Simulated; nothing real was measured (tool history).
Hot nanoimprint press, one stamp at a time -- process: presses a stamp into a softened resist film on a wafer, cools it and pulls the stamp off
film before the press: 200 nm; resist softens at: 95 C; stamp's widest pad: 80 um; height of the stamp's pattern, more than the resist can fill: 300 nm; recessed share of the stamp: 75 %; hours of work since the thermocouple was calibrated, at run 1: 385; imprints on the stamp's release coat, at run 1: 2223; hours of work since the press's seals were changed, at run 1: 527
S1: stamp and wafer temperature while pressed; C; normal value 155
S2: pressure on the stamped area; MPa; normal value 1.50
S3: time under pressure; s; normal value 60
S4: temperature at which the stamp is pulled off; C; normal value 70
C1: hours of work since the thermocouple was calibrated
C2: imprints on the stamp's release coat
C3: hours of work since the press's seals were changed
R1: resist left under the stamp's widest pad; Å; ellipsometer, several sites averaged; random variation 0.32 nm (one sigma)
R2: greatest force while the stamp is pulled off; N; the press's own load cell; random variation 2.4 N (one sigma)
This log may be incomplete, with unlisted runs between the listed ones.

| run | day | S1 | S2 | S3 | S4 | C1 | C2 | C3 | R1 | R2 |
|---|---|---|---|---|---|---|---|---|---|---|
| 1 | 0.000 | 155 | 1.50 | 60 | 70 | 385 | 2223 | 527 | 718 | 109 |
|  | 0.817 | plate thermocouple calibrated |
| 2 | 1.138 | 152 | 1.50 | 60 | 70 | 6 | 2333 | 545 | 848 | 115 |
| 3 | 1.588 | 155 | 1.50 | 60 | 70 | 14 | 2382 | 553 | 721 | 109 |
| 4 | 2.133 | 155 | 1.50 | 60 | 70 | 24 | 2441 | 562 | 719 | 111 |
|  | 2.550 | stamp cleaned and given a new release coat |
| 5 | 3.296 | 155 | 1.50 | 60 | 70 | 40 | 81 | 579 | 716 | 106 |
| 6 | 4.221 | 160 | 1.50 | 60 | 70 | 56 | 181 | 595 | 529 | 108 |
| 7 | 5.025 | 160 | 0.96 | 60 | 70 | 71 | 268 | 610 | 674 | 102 |
| 8 | 5.538 | 160 | 0.96 | 60 | 70 | 80 | 323 | 619 | 668 | 109 |
| 9 | 6.212 | 155 | 1.50 | 60 | 58 | 92 | 396 | 631 | 718 | 133 |
| 10 | 6.854 | 155 | 1.50 | 60 | 70 | 103 | 466 | 642 | 714 | 105 |
| 11 | 7.508 | 155 | 1.50 | 60 | 70 | 115 | 537 | 654 | 711 | 110 |
|  | 8.025 | press's hydraulic seals changed and the load cell set to zero |
| 12 | 8.533 | 155 | 1.50 | 60 | 70 | 128 | 612 | 9 | 709 | 109 |
| 13 | 9.183 | 155 | 1.75 | 60 | 70 | 139 | 682 | 21 | 656 | 110 |
| 14 | 9.825 | 155 | 1.75 | 60 | 70 | 151 | 751 | 32 | 653 | 112 |
| 15 | 10.479 | 155 | 1.50 | 60 | 67 | 162 | 822 | 44 | 709 | 110 |
| 16 | 11.179 | 159 | 1.50 | 34 | 70 | 175 | 898 | 56 | 703 | 105 |
| 17 | 11.829 | 150 | 1.32 | 60 | 70 | 186 | 968 | 68 | 1003 | 112 |
| 18 | 12.496 | 149 | 1.50 | 60 | 70 | 198 | 1040 | 80 | 1001 | 107 |
| 19 | 13.533 | 151 | 2.07 | 37 | 70 | 217 | 1152 | 98 | 920 | 111 |
| 20 | 14.208 | 152 | 1.36 | 34 | 70 | 229 | 1225 | 111 | 1074 | 107 |
| 21 | 15.096 | 145 | 0.91 | 45 | 71 | 245 | 1322 | 126 | 1536 | 107 |
| 22 | 15.804 | 157 | 0.91 | 45 | 71 | 257 | 1398 | 139 | 894 | 107 |
| 23 | 16.546 | 163 | 0.91 | 64 | 71 | 271 | 1478 | 152 | 560 | 107 |
| 24 | 17.029 | 155 | 1.08 | 60 | 73 | 279 | 1531 | 161 | 823 | 99 |
| 25 | 17.579 | 155 | 1.08 | 60 | 73 | 289 | 1591 | 171 | 823 | 104 |
| 26 | 18.475 | 155 | 1.08 | 60 | 73 | 305 | 1688 | 187 | 821 | 104 |
| 27 | 19.483 | 156 | 1.08 | 92 | 73 | 323 | 1796 | 205 | 653 | 102 |

What would each run have given without the hidden state, its run-to-run variation left as it was?
What the log doesn't record here: true temperature over the reading, C; pressure that arrives at the usual setting, %; grip of the stamp's worn release coat, % over a new coat's; drift of the gauge itself on residual_nm, %; drift of the gauge itself on pull_off_n, %.
| run | R1 |
|---|---|
| 1 | 719 |
| 2 | 849 |
| 3 | 722 |
| 4 | 721 |
| 5 | 718 |
| 6 | 532 |
| 7 | 677 |
| 8 | 671 |
| 9 | 723 |
| 10 | 719 |
| 11 | 717 |
| 12 | 716 |
| 13 | 662 |
| 14 | 660 |
| 15 | 718 |
| 16 | 712 |
| 17 | 1016 |
| 18 | 1015 |
| 19 | 934 |
| 20 | 1092 |
| 21 | 1562 |
| 22 | 910 |
| 23 | 571 |
| 24 | 839 |
| 25 | 840 |
| 26 | 839 |
| 27 | 668 |
R2: differs from the measured result by no more than 1 N in any run.

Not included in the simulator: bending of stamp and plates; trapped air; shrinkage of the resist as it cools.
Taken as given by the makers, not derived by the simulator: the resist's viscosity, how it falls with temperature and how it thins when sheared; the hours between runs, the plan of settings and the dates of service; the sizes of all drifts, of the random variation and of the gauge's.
